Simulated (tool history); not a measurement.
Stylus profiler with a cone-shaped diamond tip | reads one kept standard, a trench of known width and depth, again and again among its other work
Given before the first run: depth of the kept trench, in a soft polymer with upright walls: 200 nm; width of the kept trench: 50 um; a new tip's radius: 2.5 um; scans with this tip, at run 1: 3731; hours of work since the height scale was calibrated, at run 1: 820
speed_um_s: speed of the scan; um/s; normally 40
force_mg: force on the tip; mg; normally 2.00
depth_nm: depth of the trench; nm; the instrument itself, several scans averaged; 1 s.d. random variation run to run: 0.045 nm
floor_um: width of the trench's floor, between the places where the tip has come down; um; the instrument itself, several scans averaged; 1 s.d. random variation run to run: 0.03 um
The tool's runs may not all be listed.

run     day  speed_um_s  force_mg  scans with this tip  hours of work since the height scale was calibrated  depth_nm  floor_um
  1   0.000          40      2.00                 3731                                                  820    203.25     47.47
  2   3.492          40      2.00                 3885                                                  854    203.20     47.52
  3   6.367          40      2.00                 4012                                                  882    203.20     47.49
  4   9.088          10      2.00                 4132                                                  908    203.22     47.58
  5  14.062          40      1.06                 4352                                                  957    202.28     47.41
  6  18.571          16      2.00                 4551                                                 1000    203.25     47.59
  7  23.483          40      2.00                 4768                                                 1048    203.20     47.44
  8  27.696          40      2.00                 4954                                                 1089    203.33     47.41
  9  30.054          40      2.00                 5059                                                 1112    203.33     47.42
 10  33.875          40      2.00                 5227                                                 1149    203.32     47.39
 11  37.596          40      2.00                 5392                                                 1185    203.28     47.34
 12  41.388          40      0.78                 5559                                                 1222    201.93     47.26
 13  43.921          40      0.78                 5671                                                 1247    201.94     47.20
     46.388  -- height scale calibrated on a step standard
 14  46.388          40      2.00                 5779                                                    0    203.45     47.33
 15  49.204          40      2.00                 5904                                                   27    203.52     47.33
 16  52.829          31      5.93                 6064                                                   63    206.63     47.43
 17  57.067          31      1.83                 6251                                                  104    203.40     47.31
     58.950  -- height scale calibrated on a step standard, once more
 18  59.375          31      1.83                 6352                                                    4    202.61     47.31
 19  62.592          53      4.80                 6494                                                   35    205.19     47.26
 20  65.388          53      4.80                 6618                                                   63    205.24     47.29
 21  70.421          20      2.00                 6840                                                  111    202.90     47.30
 22  74.742          20      2.00                 7031                                                  153    202.94     47.31
 23  78.679          42      1.77                 7205                                                  192    202.67     47.17
 24  83.462          47      2.00                 7416                                                  238    202.86     47.20
 25  86.342          12      4.87                 7544                                                  266    205.34     47.41
 26  89.462          13      2.40                 7682                                                  296    203.28     47.36

Predict the results of run 27:
 27  94.642          12      0.90                 7911                                                  347         ?         ?

depth_nm: 201.69 nm
floor_um: 47.26 um
If the tool had no hidden condition, the same run with the same run-to-run variation would have returned depth_nm 201.66 nm, floor_um 47.93 um.
